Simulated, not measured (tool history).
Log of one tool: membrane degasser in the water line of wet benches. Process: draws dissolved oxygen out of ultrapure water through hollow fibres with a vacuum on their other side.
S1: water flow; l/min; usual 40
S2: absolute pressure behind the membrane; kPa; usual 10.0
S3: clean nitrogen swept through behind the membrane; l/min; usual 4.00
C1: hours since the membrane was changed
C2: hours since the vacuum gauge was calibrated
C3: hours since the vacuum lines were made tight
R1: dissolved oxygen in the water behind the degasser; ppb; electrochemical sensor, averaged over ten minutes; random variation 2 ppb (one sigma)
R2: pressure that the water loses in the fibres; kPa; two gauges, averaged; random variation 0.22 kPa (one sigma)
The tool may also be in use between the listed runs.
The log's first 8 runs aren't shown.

| run | hour | S1 | S2 | S3 | C1 | C2 | C3 | R1 | R2 |
|---|---|---|---|---|---|---|---|---|---|
| 9 | 244.3 | 42 | 10.0 | 4.00 | 581 | 3403 | 1594 | 214.9 | 56.20 |
| 10 | 278.0 | 42 | 10.0 | 4.00 | 615 | 3437 | 1628 | 215.0 | 56.21 |
| 11 | 319.2 | 40 | 10.0 | 8.58 | 656 | 3478 | 1669 | 121.9 | 53.91 |
| 12 | 338.4 | 40 | 10.0 | 10.56 | 675 | 3497 | 1688 | 105.6 | 53.94 |
|  | 374.1 | vacuum gauge calibrated |
| 13 | 385.0 | 24 | 10.0 | 4.00 | 721 | 11 | 1734 | 109.2 | 32.45 |
| 14 | 425.8 | 24 | 10.0 | 4.00 | 762 | 52 | 1775 | 110.6 | 32.02 |
| 15 | 450.7 | 24 | 10.0 | 4.00 | 787 | 77 | 1800 | 110.1 | 32.44 |
| 16 | 494.8 | 24 | 10.0 | 4.00 | 831 | 121 | 1844 | 111.1 | 32.19 |
| 17 | 517.3 | 44 | 10.0 | 2.60 | 854 | 143 | 1867 | 308.1 | 58.86 |
| 18 | 538.5 | 40 | 7.4 | 4.00 | 875 | 164 | 1888 | 143.3 | 53.34 |
| 19 | 561.7 | 40 | 17.5 | 6.96 | 898 | 188 | 1911 | 239.4 | 53.80 |
| 20 | 584.4 | 40 | 17.5 | 6.96 | 921 | 210 | 1934 | 236.4 | 54.08 |
| 21 | 621.6 | 40 | 17.5 | 6.96 | 958 | 248 | 1971 | 237.8 | 54.01 |
| 22 | 663.6 | 40 | 18.3 | 4.00 | 1000 | 289 | 2013 | 389.5 | 53.83 |
| 23 | 694.0 | 36 | 7.6 | 2.65 | 1030 | 320 | 2043 | 172.1 | 48.57 |
| 24 | 736.0 | 59 | 21.2 | 8.88 | 1072 | 362 | 2085 | 384.0 | 79.48 |
| 25 | 763.6 | 59 | 21.2 | 8.88 | 1100 | 389 | 2113 | 378.4 | 79.90 |
| 26 | 783.7 | 44 | 11.7 | 9.87 | 1120 | 410 | 2133 | 145.9 | 58.94 |
| 27 | 818.1 | 44 | 11.7 | 9.87 | 1154 | 444 | 2167 | 147.9 | 58.75 |
| 28 | 840.9 | 42 | 11.7 | 1.71 | 1177 | 467 | 2190 | 487.2 | 56.57 |
| 29 | 863.7 | 36 | 11.7 | 5.86 | 1200 | 490 | 2213 | 161.9 | 48.28 |
| 30 | 889.9 | 49 | 7.2 | 6.07 | 1226 | 516 | 2239 | 145.6 | 66.24 |
| 31 | 937.3 | 45 | 19.1 | 6.07 | 1274 | 563 | 2287 | 331.3 | 60.83 |

Forecast each of these 5 alternatives for the next run:
| A | 958.3 | 29 | 12.1 | 4.00 | 1295 | 584 | 2308 | ? | ? |
| B | 958.3 | 45 | 19.1 | 7.88 | 1295 | 584 | 2308 | ? | ? |
| C | 958.3 | 49 | 14.2 | 6.38 | 1295 | 584 | 2308 | ? | ? |
| D | 958.3 | 40 | 10.0 | 2.90 | 1295 | 584 | 2308 | ? | ? |
| E | 958.3 | 38 | 14.1 | 6.07 | 1295 | 584 | 2308 | ? | ? |

| run | R1 | R2 |
|---|---|---|
| A | 172.6 | 39.11 |
| B | 271.5 | 60.44 |
| C | 264.6 | 65.76 |
| D | 257.4 | 54.00 |
| E | 202.1 | 51.17 |
Without the tool's hidden state the same runs would have given:
| run | R1 | R2 |
|---|---|---|
| A | 169.7 | 38.77 |
| B | 267.5 | 59.92 |
| C | 260.2 | 65.20 |
| D | 253.3 | 53.54 |
| E | 198.7 | 50.73 |
